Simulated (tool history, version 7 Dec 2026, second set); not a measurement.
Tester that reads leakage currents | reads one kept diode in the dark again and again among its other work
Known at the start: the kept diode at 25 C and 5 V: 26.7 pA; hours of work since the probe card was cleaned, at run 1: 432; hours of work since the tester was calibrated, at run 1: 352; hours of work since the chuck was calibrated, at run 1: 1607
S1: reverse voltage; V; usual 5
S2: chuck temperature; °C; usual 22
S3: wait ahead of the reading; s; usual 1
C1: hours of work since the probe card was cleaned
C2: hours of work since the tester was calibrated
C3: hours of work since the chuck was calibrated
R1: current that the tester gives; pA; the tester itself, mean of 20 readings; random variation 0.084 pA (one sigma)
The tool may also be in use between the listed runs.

Run 1, hour 0: usual settings; C1 432; C2 352; C3 1607. Result: R1 31.93 pA.
At hour 146.1: chuck's temperature calibrated.
Run 2, hour 146.1: usual settings; C1 513; C2 433; C3 0. Result: R1 28.61 pA.
Run 3, hour 236.6: usual settings; C1 564; C2 484; C3 51. Result: R1 29.34 pA.
Run 4, hour 375.2: usual settings; C1 642; C2 561; C3 129. Result: R1 30.52 pA.
Run 5, hour 484.7: usual settings; C1 703; C2 623; C3 190. Result: R1 31.43 pA.
Run 6, hour 608.1: usual settings but S1 1.74 V, S2 26 °C, S3 4.82 s; C1 772; C2 692; C3 260. Result: R1 20.18 pA.
Run 7, hour 703.1: usual settings but S1 1.74 V, S2 26 °C, S3 4.82 s; C1 826; C2 746; C3 313. Result: R1 20.48 pA.
Run 8, hour 813: usual settings but S1 1.74 V, S2 26 °C, S3 4.82 s; C1 888; C2 808; C3 375. Result: R1 20.9 pA.
Run 9, hour 904.6: usual settings but S1 1.25 V; C1 939; C2 859; C3 426. Result: R1 13.42 pA.
Run 10, hour 1008.2: usual settings but S1 9.72 V, S2 32 °C; C1 997; C2 917; C3 484. Result: R1 99.43 pA.

3 ways to go on from here, each from the tool as it stands after run 10. What would each give?
Run A, hour 1149.4: usual settings but S2 28 °C; C1 1077; C2 997; C3 564. Result: R1 ?.
Run B, hour 1149.4: usual settings but S1 1.25 V, S2 54 °C; C1 1077; C2 997; C3 564. Result: R1 ?.
Run C, hour 1149.4: usual settings but S1 1.21 V, S3 8.08 s; C1 1077; C2 997; C3 564. Result: R1 ?.

run     R1
  A  51.23
  B  131.8
  C  13.17
Without the tool's hidden state the same runs would have given:
run     R1
  A  36.35
  B  122.9
  C   9.49

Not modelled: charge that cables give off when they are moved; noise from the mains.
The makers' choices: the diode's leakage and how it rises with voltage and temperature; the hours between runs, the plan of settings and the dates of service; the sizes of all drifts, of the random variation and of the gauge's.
